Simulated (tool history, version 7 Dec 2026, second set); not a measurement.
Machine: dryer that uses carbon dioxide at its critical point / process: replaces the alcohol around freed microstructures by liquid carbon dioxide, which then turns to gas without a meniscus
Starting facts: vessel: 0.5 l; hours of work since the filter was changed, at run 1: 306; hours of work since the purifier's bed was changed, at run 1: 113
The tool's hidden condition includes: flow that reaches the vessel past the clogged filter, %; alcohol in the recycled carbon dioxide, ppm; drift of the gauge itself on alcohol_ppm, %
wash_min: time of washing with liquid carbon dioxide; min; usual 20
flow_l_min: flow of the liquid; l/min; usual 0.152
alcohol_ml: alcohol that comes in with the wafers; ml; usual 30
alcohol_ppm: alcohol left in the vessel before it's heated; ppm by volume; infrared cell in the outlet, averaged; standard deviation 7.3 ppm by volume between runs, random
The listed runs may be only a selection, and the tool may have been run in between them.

| run | day | wash_min | flow_l_min | alcohol_ml | hours of work since the filter was changed | hours of work since the purifier's bed was changed | alcohol_ppm |
|---|---|---|---|---|---|---|---|
| 1 | 0 | 20 | 0.152 | 30 | 306 | 113 | 681 |
| 2 | 1.033 | 20 | 0.152 | 30 | 321 | 128 | 723 |
| 3 | 2.404 | 20 | 0.152 | 30 | 342 | 149 | 731 |
| 4 | 3.604 | 17 | 0.152 | 30 | 361 | 168 | 1446 |
| 5 | 4.667 | 20 | 0.152 | 30 | 377 | 184 | 807 |
| 6 | 5.638 | 20 | 0.175 | 30 | 391 | 199 | 457 |
|  | 6.167 | inlet filter changed |
| 7 | 7.071 | 20 | 0.175 | 30 | 14 | 220 | 202 |
| 8 | 8.025 | 20 | 0.152 | 44 | 28 | 234 | 585 |
| 9 | 9.904 | 20 | 0.152 | 23 | 57 | 263 | 350 |
| 10 | 11.688 | 20 | 0.152 | 30 | 84 | 290 | 476 |
| 11 | 13.446 | 20 | 0.152 | 30 | 111 | 317 | 510 |
| 12 | 14.488 | 20 | 0.152 | 30 | 127 | 333 | 529 |
| 13 | 15.596 | 20 | 0.152 | 30 | 144 | 350 | 542 |
| 14 | 16.8 | 20 | 0.093 | 30 | 162 | 368 | 3326 |
| 15 | 18.025 | 25 | 0.152 | 30 | 181 | 387 | 226 |
| 16 | 19.717 | 25 | 0.152 | 30 | 206 | 412 | 250 |
| 17 | 21.092 | 20 | 0.152 | 30 | 227 | 433 | 646 |
| 18 | 21.879 | 20 | 0.152 | 30 | 239 | 445 | 683 |
| 19 | 22.938 | 20 | 0.152 | 30 | 255 | 461 | 695 |
| 20 | 24.604 | 20 | 0.152 | 30 | 281 | 487 | 730 |
| 21 | 25.712 | 20 | 0.152 | 30 | 297 | 504 | 746 |

What will run 22 give?
| 22 | 27.279 | 20 | 0.152 | 30 | 321 | 527 | ? |

Run 22 yielded alcohol_ppm 777 ppm by volume.
With the hidden condition absent and the run-to-run variation left alone, this run would have shown alcohol_ppm 342 ppm by volume.
